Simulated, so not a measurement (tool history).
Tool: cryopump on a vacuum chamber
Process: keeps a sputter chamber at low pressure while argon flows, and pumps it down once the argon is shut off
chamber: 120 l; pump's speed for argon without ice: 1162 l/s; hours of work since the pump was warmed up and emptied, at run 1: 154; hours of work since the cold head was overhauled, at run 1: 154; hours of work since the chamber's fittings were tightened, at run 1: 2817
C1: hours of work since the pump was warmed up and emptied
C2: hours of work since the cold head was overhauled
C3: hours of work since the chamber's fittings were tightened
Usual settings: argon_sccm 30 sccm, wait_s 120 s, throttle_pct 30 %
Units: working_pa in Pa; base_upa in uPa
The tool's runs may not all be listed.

{"run": 1, "hour": 0.0, "argon_sccm": 30, "wait_s": 120, "throttle_pct": 30, "C1": 154, "C2": 154, "C3": 2817, "working_pa": 0.1482, "base_upa": 3.92}
{"run": 2, "hour": 73.0, "argon_sccm": 30, "wait_s": 104, "throttle_pct": 30, "C1": 197, "C2": 197, "C3": 2860, "working_pa": 0.1494, "base_upa": 4.09}
{"run": 3, "hour": 158.5, "argon_sccm": 26, "wait_s": 104, "throttle_pct": 30, "C1": 247, "C2": 247, "C3": 2910, "working_pa": 0.1303, "base_upa": 4.23}
{"run": 4, "hour": 232.1, "argon_sccm": 27, "wait_s": 120, "throttle_pct": 30, "C1": 291, "C2": 291, "C3": 2954, "working_pa": 0.1369, "base_upa": 4.15}
{"run": 5, "hour": 311.7, "argon_sccm": 27, "wait_s": 120, "throttle_pct": 30, "C1": 338, "C2": 338, "C3": 3001, "working_pa": 0.1362, "base_upa": 4.42}
{"run": 6, "hour": 353.6, "argon_sccm": 30, "wait_s": 120, "throttle_pct": 30, "C1": 363, "C2": 363, "C3": 3026, "working_pa": 0.1538, "base_upa": 4.36}
{"run": 7, "hour": 433.4, "argon_sccm": 30, "wait_s": 120, "throttle_pct": 30, "C1": 410, "C2": 410, "C3": 3073, "working_pa": 0.154, "base_upa": 4.45}
{"run": 8, "hour": 499.0, "argon_sccm": 30, "wait_s": 65, "throttle_pct": 30, "C1": 449, "C2": 449, "C3": 3112, "working_pa": 0.1553, "base_upa": 5.39}
{"run": 9, "hour": 540.3, "argon_sccm": 30, "wait_s": 65, "throttle_pct": 30, "C1": 473, "C2": 473, "C3": 3136, "working_pa": 0.1568, "base_upa": 5.45}
{"run": 10, "hour": 598.6, "argon_sccm": 21, "wait_s": 120, "throttle_pct": 30, "C1": 508, "C2": 508, "C3": 3171, "working_pa": 0.1102, "base_upa": 4.78}
{"run": 11, "hour": 645.9, "argon_sccm": 21, "wait_s": 120, "throttle_pct": 30, "C1": 536, "C2": 536, "C3": 3199, "working_pa": 0.1109, "base_upa": 5.03}
{"run": 12, "hour": 689.5, "argon_sccm": 30, "wait_s": 156, "throttle_pct": 30, "C1": 562, "C2": 562, "C3": 3225, "working_pa": 0.1592, "base_upa": 4.83}
{"hour": 696.6, "done": "leaking fittings of the chamber tightened, without venting"}
{"run": 13, "hour": 736.1, "argon_sccm": 30, "wait_s": 156, "throttle_pct": 30, "C1": 588, "C2": 588, "C3": 23, "working_pa": 0.1586, "base_upa": 1.07}
{"run": 14, "hour": 788.9, "argon_sccm": 30, "wait_s": 156, "throttle_pct": 30, "C1": 619, "C2": 619, "C3": 55, "working_pa": 0.1591, "base_upa": 1.07}
{"run": 15, "hour": 844.5, "argon_sccm": 27, "wait_s": 156, "throttle_pct": 30, "C1": 652, "C2": 652, "C3": 88, "working_pa": 0.1455, "base_upa": 1.2}
{"run": 16, "hour": 915.6, "argon_sccm": 30, "wait_s": 120, "throttle_pct": 46, "C1": 694, "C2": 694, "C3": 130, "working_pa": 0.1108, "base_upa": 1.4}
{"run": 17, "hour": 993.0, "argon_sccm": 48, "wait_s": 120, "throttle_pct": 30, "C1": 740, "C2": 740, "C3": 175, "working_pa": 0.2622, "base_upa": 1.57}
{"run": 18, "hour": 1050.1, "argon_sccm": 48, "wait_s": 120, "throttle_pct": 30, "C1": 774, "C2": 774, "C3": 209, "working_pa": 0.2637, "base_upa": 1.61}
{"run": 19, "hour": 1133.0, "argon_sccm": 36, "wait_s": 142, "throttle_pct": 30, "C1": 823, "C2": 823, "C3": 258, "working_pa": 0.2001, "base_upa": 1.5}
{"run": 20, "hour": 1216.8, "argon_sccm": 30, "wait_s": 36, "throttle_pct": 30, "C1": 873, "C2": 873, "C3": 308, "working_pa": 0.1719, "base_upa": 3.99}
{"hour": 1266.5, "done": "pump warmed up, emptied and cooled again"}
{"run": 21, "hour": 1294.9, "argon_sccm": 15, "wait_s": 37, "throttle_pct": 42, "C1": 17, "C2": 916, "C3": 351, "working_pa": 0.0522, "base_upa": 3.54}
{"run": 22, "hour": 1352.7, "argon_sccm": 15, "wait_s": 37, "throttle_pct": 42, "C1": 51, "C2": 950, "C3": 385, "working_pa": 0.0528, "base_upa": 3.65}
{"run": 23, "hour": 1413.4, "argon_sccm": 24, "wait_s": 120, "throttle_pct": 20, "C1": 87, "C2": 986, "C3": 421, "working_pa": 0.1763, "base_upa": 1.57}
{"run": 24, "hour": 1503.3, "argon_sccm": 32, "wait_s": 112, "throttle_pct": 16, "C1": 140, "C2": 1039, "C3": 474, "working_pa": 0.2933, "base_upa": 1.75}
{"run": 25, "hour": 1569.9, "argon_sccm": 32, "wait_s": 112, "throttle_pct": 16, "C1": 180, "C2": 1079, "C3": 514, "working_pa": 0.2965, "base_upa": 1.78}
{"run": 26, "hour": 1651.9, "argon_sccm": 32, "wait_s": 112, "throttle_pct": 16, "C1": 228, "C2": 1127, "C3": 562, "working_pa": 0.2964, "base_upa": 1.85}
{"run": 27, "hour": 1704.3, "argon_sccm": 30, "wait_s": 36, "throttle_pct": 26, "C1": 259, "C2": 1158, "C3": 593, "working_pa": 0.1734, "base_upa": 3.98}
{"run": 28, "hour": 1788.4, "argon_sccm": 13, "wait_s": 24, "throttle_pct": 15, "C1": 309, "C2": 1208, "C3": 643, "working_pa": 0.1291, "base_upa": 5.71}
{"run": 29, "hour": 1827.5, "argon_sccm": 13, "wait_s": 24, "throttle_pct": 15, "C1": 332, "C2": 1231, "C3": 666, "working_pa": 0.1291, "base_upa": 5.63}
{"run": 30, "hour": 1871.3, "argon_sccm": 49, "wait_s": 120, "throttle_pct": 52, "C1": 358, "C2": 1257, "C3": 692, "working_pa": 0.1498, "base_upa": 1.88}
{"run": 31, "hour": 1917.0, "argon_sccm": 49, "wait_s": 82, "throttle_pct": 54, "C1": 385, "C2": 1284, "C3": 719, "working_pa": 0.1456, "base_upa": 2.4}
{"run": 32, "hour": 1961.8, "argon_sccm": 30, "wait_s": 271, "throttle_pct": 16, "C1": 412, "C2": 1311, "C3": 746, "working_pa": 0.2816, "base_upa": 1.56}
{"run": 33, "hour": 2044.2, "argon_sccm": 30, "wait_s": 271, "throttle_pct": 16, "C1": 460, "C2": 1359, "C3": 795, "working_pa": 0.2821, "base_upa": 1.6}
{"run": 34, "hour": 2113.0, "argon_sccm": 16, "wait_s": 26, "throttle_pct": 29, "C1": 501, "C2": 1400, "C3": 835, "working_pa": 0.0879, "base_upa": 5.56}

How the hidden state differs across the entries between the runs, from the last listed run before each to the first after it:
Between runs 12 and 13: leaking fittings of the chamber tightened, without venting (hour 696.6)
  pump's speed, % of a pump's without ice: 77.4 -> 76.4; cold plate's temperature, K: 12.31 -> 12.32; leak into the chamber, uPa l/s: 3606 -> 340
  measured less the result without the state, working_pa: +0.0131 -> +0.0137 Pa; base_upa: +3.83 -> +0.12 uPa
Between runs 20 and 21: pump warmed up, emptied and cooled again (hour 1266.5)
  pump's speed, % of a pump's without ice: 65.1 -> 99; cold plate's temperature, K: 12.44 -> 12.46; leak into the chamber, uPa l/s: 634 -> 679
  measured less the result without the state, working_pa: +0.0242 -> +0.0004 Pa; base_upa: +0.6 -> +0.34 uPa
